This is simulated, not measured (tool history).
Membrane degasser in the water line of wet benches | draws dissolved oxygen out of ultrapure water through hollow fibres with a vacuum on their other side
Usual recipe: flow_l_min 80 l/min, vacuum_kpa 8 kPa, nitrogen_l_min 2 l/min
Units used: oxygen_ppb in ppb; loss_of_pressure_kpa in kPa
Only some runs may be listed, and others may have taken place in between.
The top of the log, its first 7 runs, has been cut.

{"run": 8, "hour": 298.1, "flow_l_min": 80, "vacuum_kpa": 8, "nitrogen_l_min": 2, "oxygen_ppb": 411.2, "loss_of_pressure_kpa": 49.76}
{"run": 9, "hour": 336.2, "flow_l_min": 125, "vacuum_kpa": 8, "nitrogen_l_min": 2, "oxygen_ppb": 705.5, "loss_of_pressure_kpa": 77.53}
{"run": 10, "hour": 410.4, "flow_l_min": 80, "vacuum_kpa": 8, "nitrogen_l_min": 2.97, "oxygen_ppb": 309.4, "loss_of_pressure_kpa": 49.75}
{"run": 11, "hour": 444.5, "flow_l_min": 80, "vacuum_kpa": 8, "nitrogen_l_min": 2.97, "oxygen_ppb": 312.8, "loss_of_pressure_kpa": 50.05}
{"run": 12, "hour": 495.8, "flow_l_min": 80, "vacuum_kpa": 8, "nitrogen_l_min": 2.97, "oxygen_ppb": 312, "loss_of_pressure_kpa": 49.71}
{"run": 13, "hour": 551.9, "flow_l_min": 80, "vacuum_kpa": 8, "nitrogen_l_min": 2.97, "oxygen_ppb": 311.7, "loss_of_pressure_kpa": 49.72}
{"run": 14, "hour": 607.9, "flow_l_min": 62, "vacuum_kpa": 8, "nitrogen_l_min": 2, "oxygen_ppb": 314.3, "loss_of_pressure_kpa": 38.81}
{"run": 15, "hour": 653.5, "flow_l_min": 62, "vacuum_kpa": 8, "nitrogen_l_min": 2, "oxygen_ppb": 313.5, "loss_of_pressure_kpa": 38.57}
{"run": 16, "hour": 718.3, "flow_l_min": 62, "vacuum_kpa": 8, "nitrogen_l_min": 1.05, "oxygen_ppb": 505.1, "loss_of_pressure_kpa": 38.31}
{"run": 17, "hour": 785.6, "flow_l_min": 80, "vacuum_kpa": 8, "nitrogen_l_min": 2, "oxygen_ppb": 408.8, "loss_of_pressure_kpa": 49.97}
{"run": 18, "hour": 825.3, "flow_l_min": 80, "vacuum_kpa": 8, "nitrogen_l_min": 2, "oxygen_ppb": 409.1, "loss_of_pressure_kpa": 49.82}
{"run": 19, "hour": 881.9, "flow_l_min": 80, "vacuum_kpa": 8, "nitrogen_l_min": 2, "oxygen_ppb": 410.4, "loss_of_pressure_kpa": 49.72}
{"run": 20, "hour": 935.4, "flow_l_min": 56, "vacuum_kpa": 8, "nitrogen_l_min": 2.15, "oxygen_ppb": 270.3, "loss_of_pressure_kpa": 34.85}
{"run": 21, "hour": 982.7, "flow_l_min": 58, "vacuum_kpa": 8, "nitrogen_l_min": 4.68, "oxygen_ppb": 145.4, "loss_of_pressure_kpa": 36.17}
{"run": 22, "hour": 1029.9, "flow_l_min": 58, "vacuum_kpa": 8, "nitrogen_l_min": 4.68, "oxygen_ppb": 143, "loss_of_pressure_kpa": 36.13}
{"run": 23, "hour": 1079.9, "flow_l_min": 90, "vacuum_kpa": 11.73, "nitrogen_l_min": 2, "oxygen_ppb": 755, "loss_of_pressure_kpa": 55.89}
{"run": 24, "hour": 1157.6, "flow_l_min": 90, "vacuum_kpa": 11.73, "nitrogen_l_min": 2, "oxygen_ppb": 755.2, "loss_of_pressure_kpa": 55.87}
{"run": 25, "hour": 1235.4, "flow_l_min": 90, "vacuum_kpa": 11.73, "nitrogen_l_min": 2, "oxygen_ppb": 754.6, "loss_of_pressure_kpa": 55.75}
{"run": 26, "hour": 1291.8, "flow_l_min": 90, "vacuum_kpa": 17.32, "nitrogen_l_min": 4.17, "oxygen_ppb": 682, "loss_of_pressure_kpa": 56}
{"run": 27, "hour": 1341.2, "flow_l_min": 90, "vacuum_kpa": 17.32, "nitrogen_l_min": 4.17, "oxygen_ppb": 695.3, "loss_of_pressure_kpa": 55.92}
{"run": 28, "hour": 1418.2, "flow_l_min": 91, "vacuum_kpa": 16.58, "nitrogen_l_min": 1.37, "oxygen_ppb": 1427.8, "loss_of_pressure_kpa": 56.83}
{"run": 29, "hour": 1454.5, "flow_l_min": 91, "vacuum_kpa": 16.58, "nitrogen_l_min": 1.37, "oxygen_ppb": 1431.2, "loss_of_pressure_kpa": 56.24}
{"run": 30, "hour": 1508.8, "flow_l_min": 110, "vacuum_kpa": 6.09, "nitrogen_l_min": 4.63, "oxygen_ppb": 289.2, "loss_of_pressure_kpa": 68.09}
{"run": 31, "hour": 1571.6, "flow_l_min": 110, "vacuum_kpa": 6.09, "nitrogen_l_min": 4.63, "oxygen_ppb": 285.5, "loss_of_pressure_kpa": 68.7}
{"run": 32, "hour": 1607.4, "flow_l_min": 110, "vacuum_kpa": 6.09, "nitrogen_l_min": 4.63, "oxygen_ppb": 287.3, "loss_of_pressure_kpa": 68.76}

What will run 33 give?
{"run": 33, "hour": 1655.4, "flow_l_min": 67, "vacuum_kpa": 16.38, "nitrogen_l_min": 1.59, "oxygen_ppb": "?", "loss_of_pressure_kpa": "?"}

oxygen_ppb: 1017 ppb
loss_of_pressure_kpa: 41.88 kPa
Take away the tool's hidden state, keep the run-to-run variation as it was, and the same run would have given oxygen_ppb 1017 ppb, loss_of_pressure_kpa 41.88 kPa.
